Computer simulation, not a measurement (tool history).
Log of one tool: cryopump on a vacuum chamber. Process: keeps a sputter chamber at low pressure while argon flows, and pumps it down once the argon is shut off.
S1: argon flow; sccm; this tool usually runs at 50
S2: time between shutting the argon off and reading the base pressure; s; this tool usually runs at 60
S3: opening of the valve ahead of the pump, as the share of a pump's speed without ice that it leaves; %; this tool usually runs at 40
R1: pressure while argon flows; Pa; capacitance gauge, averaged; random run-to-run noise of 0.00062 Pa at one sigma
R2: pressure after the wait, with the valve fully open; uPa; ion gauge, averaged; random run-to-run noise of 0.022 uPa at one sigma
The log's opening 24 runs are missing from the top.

run 25 hour=541.2 | S1=36 S2=125 S3=33 | R1=0.0879 R2=0.49
run 26 hour=565.0 | S1=36 S2=125 S3=33 | R1=0.0875 R2=0.53
run 27 hour=582.6 | S1=60 S2=60 S3=32 | R1=0.1530 R2=0.84
run 28 hour=606.2 | S1=41 S2=136 S3=40 | R1=0.0865 R2=0.51
run 29 hour=634.4 | S1=58 S2=166 S3=19 | R1=0.2384 R2=0.43
run 30 hour=655.6 | S1=58 S2=166 S3=19 | R1=0.2375 R2=0.47
run 31 hour=682.5 | S1=54 S2=34 S3=19 | R1=0.2222 R2=1.35
run 32 hour=696.1 | S1=58 S2=258 S3=55 | R1=0.0960 R2=0.38
run 33 hour=708.9 | S1=58 S2=258 S3=55 | R1=0.0963 R2=0.41

Alternative continuations, all from the tool just after run 33; predict every row:
run A hour=729.1 | S1=62 S2=68 S3=34 | R1=? R2=?
run B hour=729.1 | S1=85 S2=60 S3=40 | R1=? R2=?
run C hour=729.1 | S1=48 S2=257 S3=49 | R1=? R2=?
run D hour=729.1 | S1=58 S2=120 S3=15 | R1=? R2=?

run=A R1=0.1524 R2=0.77
run=B R1=0.1819 R2=0.87
run=C R1=0.0877 R2=0.37
run=D R1=0.2983 R2=0.57
The same runs, with their run-to-run variation unchanged, on a tool lacking any hidden condition would have given:
run=A R1=0.1302 R2=0.65
run=B R1=0.1517 R2=0.75
run=C R1=0.0704 R2=0.25
run=D R1=0.2776 R2=0.45
